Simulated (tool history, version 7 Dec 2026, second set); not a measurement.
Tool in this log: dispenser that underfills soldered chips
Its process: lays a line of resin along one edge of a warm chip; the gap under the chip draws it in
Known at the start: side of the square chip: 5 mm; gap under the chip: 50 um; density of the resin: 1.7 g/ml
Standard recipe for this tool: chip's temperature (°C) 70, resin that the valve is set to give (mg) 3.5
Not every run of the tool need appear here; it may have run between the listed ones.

run   hour  chip's temperature (°C)  resin that the valve is set to give (mg)  time until the resin shows at the far edge (s)  resin that the valve gave (mg)
  1      0                       70                                       3.5                                            10.4                            3.45
  2    5.5                       70                                      4.05                                            11.3                            3.99
  3     15                       70                                      4.05                                              15                            3.98
      17.8  -- new syringe of resin
  4   22.5                       70                                      4.05                                            10.8                            4.01
  5   32.1                       70                                      4.32                                            13.4                            4.18
        36  -- new syringe of resin
  6   40.3                       70                                      4.32                                            11.2                            4.19
  7   48.9                       70                                      4.32                                            12.7                            4.14
      54.6  -- new syringe of resin
  8   58.2                       70                                      4.32                                              11                            4.09
  9   68.1                       70                                      4.32                                              14                            4.09
      73.1  -- new syringe of resin
 10   77.1                       70                                      4.32                                            10.6                            4.08
 11   81.1                       70                                      4.32                                            11.9                            4.06
 12   90.7                       70                                      3.62                                              15                            3.36
      91.7  -- new syringe of resin
      99.6  -- dispensing valve cleaned and set on the balance
 13  101.2                       70                                      3.62                                            12.3                            3.58
 14  109.5                       70                                      3.62                                            15.2                            3.63
     111.4  -- new syringe of resin
 15  114.2                       70                                      3.62                                            11.1                             3.6
 16    124                       70                                       3.5                                            14.1                            3.45
     129.7  -- new syringe of resin
 17  131.9                       70                                       3.5                                            10.4                            3.43
 18  139.5                       63                                       3.5                                            15.6                            3.41
 19  143.9                       79                                      4.16                                            10.9                            4.05
     148.2  -- new syringe of resin
 20  150.5                       68                                      3.41                                            11.4                            3.29
 21  156.7                       71                                      4.12                                            12.1                            3.99
 22  164.1                       71                                      4.12                                            14.4                            3.99

What does the tool deliver on the next run?
     166.5  -- new syringe of resin
 23   173                       71                                      4.12                                               ?                               ?

Run 23 came out at time until the resin shows at the far edge (s) 11.9, resin that the valve gave (mg) 3.9.
Had the tool carried no hidden state, the very same run would have given time until the resin shows at the far edge (s) 10, resin that the valve gave (mg) 4.09.
